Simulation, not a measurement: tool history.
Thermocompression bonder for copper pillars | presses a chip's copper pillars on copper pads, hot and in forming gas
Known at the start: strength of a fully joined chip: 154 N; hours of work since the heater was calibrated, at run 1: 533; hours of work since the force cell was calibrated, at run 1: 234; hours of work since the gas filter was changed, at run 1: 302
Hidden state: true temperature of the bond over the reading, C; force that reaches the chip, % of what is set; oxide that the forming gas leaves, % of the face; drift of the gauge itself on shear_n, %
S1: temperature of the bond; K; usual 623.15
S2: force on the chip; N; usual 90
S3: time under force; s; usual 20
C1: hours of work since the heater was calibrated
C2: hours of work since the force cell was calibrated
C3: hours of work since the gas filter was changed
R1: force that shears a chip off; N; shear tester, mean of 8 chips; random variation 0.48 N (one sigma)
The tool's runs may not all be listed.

Run 1, hour 0.0: usual settings; C1 533; C2 234; C3 302. Result: R1 63.1 N.
Run 2, hour 4.2: usual settings; C1 536; C2 237; C3 304. Result: R1 62.7 N.
Run 3, hour 9.6: usual settings but S2 58 N; C1 540; C2 240; C3 308. Result: R1 45.5 N.
Run 4, hour 19.3: usual settings but S2 58 N; C1 546; C2 246; C3 314. Result: R1 45.9 N.
Run 5, hour 24.0: usual settings but S2 58 N; C1 549; C2 249; C3 317. Result: R1 45.9 N.
Run 6, hour 31.2: usual settings but S2 58 N; C1 553; C2 254; C3 322. Result: R1 46.3 N.
Run 7, hour 39.1: usual settings but S3 11 s; C1 558; C2 259; C3 327. Result: R1 49.6 N.
Run 8, hour 45.5: usual settings but S3 13 s; C1 562; C2 263; C3 331. Result: R1 53.2 N.
Run 9, hour 53.4: usual settings but S3 13 s; C1 567; C2 268; C3 336. Result: R1 53.2 N.
Run 10, hour 61.4: usual settings but S3 16 s; C1 572; C2 273; C3 341. Result: R1 58.6 N.
Run 11, hour 70.1: usual settings but S3 16 s; C1 578; C2 278; C3 346. Result: R1 58.5 N.
Run 12, hour 79.4: usual settings but S3 16 s; C1 584; C2 284; C3 352. Result: R1 58.0 N.
Run 13, hour 87.2: usual settings; C1 589; C2 289; C3 357. Result: R1 63.2 N.
Run 14, hour 93.0: usual settings but S2 97 N; C1 592; C2 293; C3 361. Result: R1 66.9 N.
Run 15, hour 99.1: usual settings but S3 47 s; C1 596; C2 297; C3 365. Result: R1 85.5 N.
Run 16, hour 105.1: usual settings but S3 47 s; C1 600; C2 301; C3 368. Result: R1 85.3 N.
Run 17, hour 112.7: usual settings; C1 605; C2 305; C3 373. Result: R1 64.0 N.
Run 18, hour 121.2: usual settings but S1 626.15 K; C1 610; C2 311; C3 379. Result: R1 66.0 N.
Run 19, hour 129.8: usual settings; C1 616; C2 316; C3 384. Result: R1 64.1 N.
At hour 132.7: forming gas filter changed.
Run 20, hour 134.3: usual settings but S1 625.15 K; C1 618; C2 319; C3 1. Result: R1 67.9 N.
Run 21, hour 144.1: usual settings but S1 618.15 K, S2 73 N, S3 10 s; C1 624; C2 325; C3 7. Result: R1 40.6 N.
Run 22, hour 148.7: usual settings but S1 619.15 K; C1 627; C2 328; C3 10. Result: R1 63.4 N.
Run 23, hour 153.4: usual settings but S1 621.15 K, S3 23 s; C1 630; C2 331; C3 13. Result: R1 67.8 N.
Run 24, hour 160.5: usual settings but S1 652.15 K, S2 54 N, S3 21 s; C1 635; C2 335; C3 18. Result: R1 63.6 N.
Run 25, hour 168.4: usual settings but S1 652.15 K, S2 65 N, S3 34 s; C1 640; C2 340; C3 23. Result: R1 86.2 N.
Run 26, hour 174.8: usual settings but S1 597.15 K, S2 100 N, S3 58 s; C1 644; C2 344; C3 27. Result: R1 76.3 N.
Run 27, hour 183.7: usual settings but S1 652.15 K, S2 93 N, S3 17 s; C1 649; C2 350; C3 32. Result: R1 85.1 N.
Run 28, hour 193.0: usual settings but S1 652.15 K, S2 93 N, S3 17 s; C1 655; C2 356; C3 38. Result: R1 85.0 N.
Run 29, hour 198.2: usual settings but S1 600.15 K, S2 56 N, S3 44 s; C1 659; C2 359; C3 42. Result: R1 48.4 N.
Run 30, hour 203.0: usual settings but S1 600.15 K, S2 56 N, S3 44 s; C1 662; C2 362; C3 45. Result: R1 47.7 N.
Run 31, hour 207.5: usual settings but S1 640.15 K, S2 126 N, S3 46 s; C1 665; C2 365; C3 47. Result: R1 118.8 N.
Run 32, hour 216.2: usual settings but S1 640.15 K, S2 126 N, S3 46 s; C1 670; C2 371; C3 53. Result: R1 119.9 N.
Run 33, hour 223.6: usual settings but S1 645.15 K, S2 56 N, S3 13 s; C1 675; C2 375; C3 58. Result: R1 50.8 N.
Run 34, hour 228.3: usual settings but S1 645.15 K, S2 56 N, S3 13 s; C1 678; C2 378; C3 61. Result: R1 50.8 N.
Run 35, hour 236.3: usual settings but S1 645.15 K, S2 56 N, S3 13 s; C1 683; C2 383; C3 66. Result: R1 50.5 N.
Run 36, hour 245.1: usual settings but S1 632.15 K, S2 126 N, S3 10 s; C1 688; C2 389; C3 71. Result: R1 71.1 N.
Run 37, hour 252.6: usual settings but S1 632.15 K, S2 126 N, S3 10 s; C1 693; C2 394; C3 76. Result: R1 70.7 N.
Run 38, hour 261.7: usual settings but S1 632.15 K, S2 126 N, S3 10 s; C1 699; C2 399; C3 82. Result: R1 72.0 N.
Run 39, hour 269.9: usual settings but S1 626.15 K, S3 26 s; C1 704; C2 405; C3 87. Result: R1 76.0 N.
Run 40, hour 274.9: usual settings but S1 626.15 K, S3 26 s; C1 707; C2 408; C3 90. Result: R1 75.2 N.

Forecast each of these 4 alternatives for the next run:
Run A, hour 282.4: usual settings but S1 647.15 K, S2 69 N, S3 27 s; C1 712; C2 413; C3 95. Result: R1 ?.
Run B, hour 282.4: usual settings but S1 615.15 K, S3 48 s; C1 712; C2 413; C3 95. Result: R1 ?.
Run C, hour 282.4: usual settings but S1 620.15 K, S2 100 N, S3 34 s; C1 712; C2 413; C3 95. Result: R1 ?.
Run D, hour 282.4: usual settings but S1 612.15 K; C1 712; C2 413; C3 95. Result: R1 ?.

run    R1
  A  79.5
  B  83.0
  C  82.4
  D  58.2
Without the tool's hidden state the same runs would have given:
run    R1
  A  74.2
  B  77.1
  C  76.6
  D  53.3
